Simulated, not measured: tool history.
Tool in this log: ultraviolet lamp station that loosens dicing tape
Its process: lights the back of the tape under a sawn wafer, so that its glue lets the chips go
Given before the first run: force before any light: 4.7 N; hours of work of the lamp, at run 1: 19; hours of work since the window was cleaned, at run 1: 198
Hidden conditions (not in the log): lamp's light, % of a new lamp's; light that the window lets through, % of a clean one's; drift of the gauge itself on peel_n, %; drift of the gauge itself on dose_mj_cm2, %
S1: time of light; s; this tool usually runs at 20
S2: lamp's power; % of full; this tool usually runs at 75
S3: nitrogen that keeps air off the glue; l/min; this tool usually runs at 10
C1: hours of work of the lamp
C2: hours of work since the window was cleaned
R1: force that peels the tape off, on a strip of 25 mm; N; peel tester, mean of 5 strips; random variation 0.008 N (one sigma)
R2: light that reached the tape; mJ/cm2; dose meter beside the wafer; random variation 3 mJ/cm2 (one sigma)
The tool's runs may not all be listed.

Run 1, hour 0.0: usual settings; C1 19; C2 198. Result: R1 0.354 N, R2 412 mJ/cm2.
Run 2, hour 5.0: usual settings; C1 22; C2 202. Result: R1 0.365 N, R2 406 mJ/cm2.
Run 3, hour 9.1: usual settings; C1 25; C2 204. Result: R1 0.349 N, R2 402 mJ/cm2.
Run 4, hour 14.6: usual settings but S2 65 % of full; C1 28; C2 208. Result: R1 0.423 N, R2 351 mJ/cm2.
Run 5, hour 20.9: usual settings; C1 33; C2 212. Result: R1 0.351 N, R2 401 mJ/cm2.
Run 6, hour 26.9: usual settings but S3 4 l/min; C1 37; C2 216. Result: R1 0.644 N, R2 401 mJ/cm2.
Run 7, hour 33.7: usual settings but S3 4 l/min; C1 41; C2 221. Result: R1 0.636 N, R2 397 mJ/cm2.
Run 8, hour 40.3: usual settings; C1 45; C2 225. Result: R1 0.353 N, R2 396 mJ/cm2.
Run 9, hour 47.2: usual settings; C1 50; C2 229. Result: R1 0.373 N, R2 398 mJ/cm2.
At hour 51.9: window cleaned of glue's vapour.
Run 10, hour 53.5: usual settings; C1 54; C2 1. Result: R1 0.338 N, R2 439 mJ/cm2.
Run 11, hour 62.6: usual settings; C1 60; C2 7. Result: R1 0.341 N, R2 429 mJ/cm2.
Run 12, hour 70.1: usual settings; C1 65; C2 12. Result: R1 0.338 N, R2 436 mJ/cm2.
Run 13, hour 76.3: usual settings; C1 69; C2 16. Result: R1 0.340 N, R2 432 mJ/cm2.
Run 14, hour 84.4: usual settings but S1 25 s; C1 74; C2 21. Result: R1 0.274 N, R2 539 mJ/cm2.
Run 15, hour 92.2: usual settings but S1 25 s; C1 79; C2 27. Result: R1 0.281 N, R2 539 mJ/cm2.
Run 16, hour 98.6: usual settings but S1 25 s, S3 3 l/min; C1 83; C2 31. Result: R1 0.480 N, R2 532 mJ/cm2.
Run 17, hour 106.4: usual settings but S1 14 s, S2 68 % of full; C1 89; C2 36. Result: R1 0.646 N, R2 272 mJ/cm2.
Run 18, hour 114.9: usual settings but S1 11 s, S2 68 % of full; C1 94; C2 41. Result: R1 0.912 N, R2 209 mJ/cm2.
Run 19, hour 120.5: usual settings but S1 33 s, S2 77 % of full, S3 15 l/min; C1 98; C2 45. Result: R1 0.229 N, R2 715 mJ/cm2.
Run 20, hour 126.0: usual settings but S1 33 s, S2 96 % of full, S3 4 l/min; C1 101; C2 49. Result: R1 0.251 N, R2 887 mJ/cm2.
Run 21, hour 130.4: usual settings but S1 33 s, S2 96 % of full, S3 4 l/min; C1 104; C2 52. Result: R1 0.261 N, R2 885 mJ/cm2.
Run 22, hour 138.1: usual settings but S3 4 l/min; C1 109; C2 57. Result: R1 0.608 N, R2 415 mJ/cm2.
Run 23, hour 146.9: usual settings but S3 4 l/min; C1 115; C2 63. Result: R1 0.603 N, R2 419 mJ/cm2.
Run 24, hour 155.0: usual settings but S1 38 s, S2 85 % of full, S3 6 l/min; C1 120; C2 68. Result: R1 0.249 N, R2 892 mJ/cm2.
Run 25, hour 161.6: usual settings but S1 34 s, S2 99 % of full; C1 125; C2 72. Result: R1 0.246 N, R2 919 mJ/cm2.
Run 26, hour 168.4: usual settings but S1 23 s, S2 99 % of full, S3 15 l/min; C1 129; C2 77. Result: R1 0.236 N, R2 617 mJ/cm2.
Run 27, hour 172.9: usual settings but S1 31 s, S3 20 l/min; C1 132; C2 80. Result: R1 0.244 N, R2 630 mJ/cm2.
Run 28, hour 177.0: usual settings but S1 31 s, S2 76 % of full, S3 20 l/min; C1 135; C2 82. Result: R1 0.241 N, R2 644 mJ/cm2.
Run 29, hour 183.8: usual settings but S1 31 s, S2 76 % of full, S3 20 l/min; C1 139; C2 87. Result: R1 0.236 N, R2 633 mJ/cm2.
Run 30, hour 187.9: usual settings but S1 31 s, S2 76 % of full, S3 20 l/min; C1 142; C2 90. Result: R1 0.245 N, R2 630 mJ/cm2.

Here are 5 independent what-if runs from the current tool condition. What would each one return?
Run A, hour 191.8: usual settings but S1 22 s, S2 90 % of full; C1 145; C2 92. Result: R1 ?, R2 ?.
Run B, hour 191.8: usual settings but S1 33 s, S2 76 % of full, S3 3 l/min; C1 145; C2 92. Result: R1 ?, R2 ?.
Run C, hour 191.8: usual settings but S1 18 s, S2 79 % of full, S3 19 l/min; C1 145; C2 92. Result: R1 ?, R2 ?.
Run D, hour 191.8: usual settings but S1 37 s, S3 12 l/min; C1 145; C2 92. Result: R1 ?, R2 ?.
Run E, hour 191.8: usual settings but S2 79 % of full; C1 145; C2 92. Result: R1 ?, R2 ?.

run     R1   R2
  A  0.280  533
  B  0.350  674
  C  0.300  380
  D  0.238  741
  E  0.350  424
With the hidden condition removed and each run's random variation left untouched, the same runs would have given:
run     R1   R2
  A  0.264  599
  B  0.309  758
  C  0.275  427
  D  0.236  833
  E  0.311  477
